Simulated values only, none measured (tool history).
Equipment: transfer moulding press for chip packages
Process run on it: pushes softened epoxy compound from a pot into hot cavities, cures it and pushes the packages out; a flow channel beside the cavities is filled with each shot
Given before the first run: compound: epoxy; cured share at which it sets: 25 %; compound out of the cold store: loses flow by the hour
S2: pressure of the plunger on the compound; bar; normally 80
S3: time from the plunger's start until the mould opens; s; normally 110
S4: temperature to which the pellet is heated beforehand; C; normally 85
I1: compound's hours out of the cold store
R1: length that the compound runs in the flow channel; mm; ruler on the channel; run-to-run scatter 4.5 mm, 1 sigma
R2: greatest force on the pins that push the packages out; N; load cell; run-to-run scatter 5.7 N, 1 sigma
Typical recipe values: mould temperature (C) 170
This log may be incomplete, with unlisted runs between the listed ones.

Run 1, day 0: usual settings; I1 30.7. Result: R1 779 mm, R2 200 N.
Run 2, day 0.212: usual settings; I1 44.7. Result: R1 720 mm, R2 219 N.
Run 3, day 0.675: usual settings; I1 32. Result: R1 766 mm, R2 264 N.
Run 4, day 0.938: usual settings; I1 25.2. Result: R1 788 mm, R2 268 N.
Run 5, day 1.167: usual settings; I1 28.3. Result: R1 786 mm, R2 284 N.
Run 6, day 1.529: usual settings; I1 31.8. Result: R1 769 mm, R2 292 N.
Run 7, day 1.988: usual settings; I1 38.1. Result: R1 751 mm, R2 314 N.
At day 2.504: cavities cleaned with cleaning compound and waxed.
Run 8, day 2.542: usual settings; I1 21.1. Result: R1 812 mm, R2 413 N.
Run 9, day 2.808: usual settings; I1 19.4. Result: R1 812 mm, R2 435 N.
Run 10, day 3.246: usual settings; I1 34.5. Result: R1 751 mm, R2 415 N.
Run 11, day 3.475: usual settings but S4 80 C; I1 27.3. Result: R1 784 mm, R2 439 N.
Run 12, day 3.925: usual settings but mould temperature (C) 165, S2 97.5 bar; I1 40.8. Result: R1 828 mm, R2 571 N.
Run 13, day 4.408: usual settings but mould temperature (C) 164, S2 65.6 bar, S3 111 s, S4 91 C; I1 16.4. Result: R1 769 mm, R2 673 N.
Run 14, day 4.808: usual settings but mould temperature (C) 164, S2 65.6 bar, S3 128 s, S4 91 C; I1 16.5. Result: R1 769 mm, R2 519 N.
At day 5: cavities cleaned with cleaning compound and waxed.
At day 5.1: cavities cleaned with cleaning compound and waxed, once more.
Run 15, day 5.371: usual settings but mould temperature (C) 164, S2 91.3 bar, S3 128 s, S4 91 C; I1 29.1. Result: R1 852 mm, R2 269 N.
Run 16, day 5.646: usual settings but mould temperature (C) 175, S2 79.3 bar, S3 128 s, S4 91 C; I1 21.2. Result: R1 784 mm, R2 194 N.
Run 17, day 5.888: usual settings but mould temperature (C) 165, S2 71.6 bar, S3 128 s, S4 91 C; I1 38.9. Result: R1 708 mm, R2 280 N.
Run 18, day 6.092: usual settings but mould temperature (C) 165, S2 71.6 bar, S3 128 s, S4 91 C; I1 39.1. Result: R1 709 mm, R2 289 N.
Run 19, day 6.492: usual settings but mould temperature (C) 165, S2 71.6 bar, S3 128 s, S4 91 C; I1 46.1. Result: R1 687 mm, R2 300 N.

Alternative continuations, all from the tool just after run 19; predict every row:
Run A, day 6.942: usual settings but mould temperature (C) 165, S2 64.3 bar, S3 140 s, S4 91 C; I1 20.1. Result: R1 ?, R2 ?.
Run B, day 6.942: usual settings but mould temperature (C) 163, S2 81.4 bar, S3 128 s, S4 77 C; I1 32.2. Result: R1 ?, R2 ?.
Run C, day 6.942: usual settings but S3 91 s; I1 29.8. Result: R1 ?, R2 ?.
Run D, day 6.942: usual settings but S2 94.2 bar, S4 87 C; I1 26.9. Result: R1 ?, R2 ?.
Run E, day 6.942: usual settings but mould temperature (C) 165, S2 71.6 bar, S3 133 s, S4 81 C; I1 20. Result: R1 ?, R2 ?.

run   R1   R2
  A  731  299
  B  785  392
  C  761  437
  D  843  315
  E  773  322
With no hidden state in the tool, these same runs would have given:
run   R1   R2
  A  769  187
  B  826  242
  C  801  269
  D  887  199
  E  813  201
